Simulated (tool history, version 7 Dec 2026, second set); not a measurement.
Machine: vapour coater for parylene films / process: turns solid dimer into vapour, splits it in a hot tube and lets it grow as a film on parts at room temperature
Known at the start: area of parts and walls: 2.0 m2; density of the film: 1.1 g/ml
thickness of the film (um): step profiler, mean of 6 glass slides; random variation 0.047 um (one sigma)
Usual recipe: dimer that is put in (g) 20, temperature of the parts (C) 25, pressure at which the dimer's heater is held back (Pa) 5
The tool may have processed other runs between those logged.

run	hour	dimer that is put in (g)	temperature of the parts (C)	pressure at which the dimer's heater is held back (Pa)	thickness of the film (um)
1	0	20	25	5	5.02
2	25.2	20	25	5	5.08
3	67	20	25	5	4.92
4	92.8	17	25	5	4.13
5	125.3	20	25	5	4.77
6	164.8	20	25	5	4.79
7	193.2	20	25	5	4.82
8	215.2	20	25	5	4.63
9	239.3	20	25	5	4.67
10	282.4	20	23	5	4.75
11	308.8	9	25	5	2.01
# hour 342: trap's valve overhauled
12	353.4	9	25	5	2.36
13	379.6	34	25	5	8.77
14	406.8	34	25	5	8.71
15	452	34	25	4.43	8.68
16	478.3	35	25	8.81	8.25
# hour 481.6: table's thermometer calibrated
17	521.5	35	25	8.81	8.34
# hour 551.8: table's thermometer calibrated, once more
18	569.2	20	18	5.78	5.57
19	608.7	20	20	7.89	5.04
20	652.5	20	23	5	5.05
21	685.1	20	23	4.6	4.94
22	725.8	16	22	2.66	4.22
23	769.3	9	32	7.2	1.76
24	810.2	9	23	4.48	2.15
25	859.8	10	25	3.98	2.35
# hour 870.8: trap's valve overhauled
26	898.7	10	25	3.98	2.72
27	934.1	18	25	3.98	4.79

Forecast each of these 3 alternatives for the next run:
A	954.4	18	31	3.98	?
B	954.4	17	25	5	?
C	954.4	9	25	3.59	?

run	thickness of the film (um)
A	4.33
B	4.39
C	2.38
With the hidden condition removed and each run's random variation left untouched, the same runs would have given:
run	thickness of the film (um)
A	4.45
B	4.51
C	2.44

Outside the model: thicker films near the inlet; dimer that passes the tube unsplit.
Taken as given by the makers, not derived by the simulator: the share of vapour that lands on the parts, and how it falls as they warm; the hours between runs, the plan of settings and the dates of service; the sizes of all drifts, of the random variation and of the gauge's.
